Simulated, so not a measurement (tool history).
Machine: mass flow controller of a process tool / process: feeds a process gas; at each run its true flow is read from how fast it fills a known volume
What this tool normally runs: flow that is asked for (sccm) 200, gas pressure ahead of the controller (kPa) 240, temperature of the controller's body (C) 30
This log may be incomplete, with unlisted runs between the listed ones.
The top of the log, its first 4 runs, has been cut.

| run | hour | flow that is asked for (sccm) | gas pressure ahead of the controller (kPa) | temperature of the controller's body (C) | hours of work since the controller was set to zero | hours of work since the controller was changed | true flow (%) |
|---|---|---|---|---|---|---|---|
| 5 | 455.6 | 200 | 240 | 30 | 5798 | 5798 | 98.41 |
| 6 | 565.5 | 200 | 168 | 30 | 5860 | 5860 | 97.93 |
| 7 | 678.6 | 200 | 240 | 30 | 5924 | 5924 | 98.44 |
| 8 | 769.2 | 200 | 214 | 30 | 5975 | 5975 | 98.35 |
| 9 | 898.2 | 200 | 214 | 30 | 6047 | 6047 | 98.32 |
| 10 | 1016.5 | 200 | 240 | 30 | 6114 | 6114 | 98.46 |
| 11 | 1151.5 | 200 | 240 | 30 | 6190 | 6190 | 98.62 |
|  | 1219.8 | controller exchanged for a calibrated one |
| 12 | 1286.4 | 232 | 240 | 30 | 37 | 37 | 98.70 |
| 13 | 1413.0 | 232 | 240 | 30 | 109 | 109 | 98.77 |
| 14 | 1514.0 | 68 | 240 | 30 | 166 | 166 | 98.12 |
| 15 | 1650.8 | 68 | 240 | 30 | 242 | 242 | 98.05 |
| 16 | 1723.1 | 68 | 240 | 22 | 283 | 283 | 98.79 |
| 17 | 1825.1 | 176 | 240 | 22 | 341 | 341 | 99.20 |
| 18 | 1956.8 | 176 | 240 | 22 | 415 | 415 | 99.41 |
| 19 | 2052.8 | 200 | 240 | 30 | 469 | 469 | 98.74 |
| 20 | 2127.5 | 200 | 240 | 30 | 511 | 511 | 98.67 |
| 21 | 2270.3 | 200 | 268 | 33 | 591 | 591 | 98.66 |
| 22 | 2353.0 | 200 | 268 | 33 | 637 | 637 | 98.60 |
| 23 | 2477.4 | 200 | 141 | 25 | 707 | 707 | 98.66 |
| 24 | 2640.6 | 309 | 162 | 39 | 799 | 799 | 97.78 |

What will run 25 give?
| 25 | 2721.7 | 104 | 240 | 24 | 845 | 845 | ? |

true flow (%): 98.97
Were there no unlogged condition in the tool, this run, its random variation unchanged, would have produced true flow (%) 98.50.
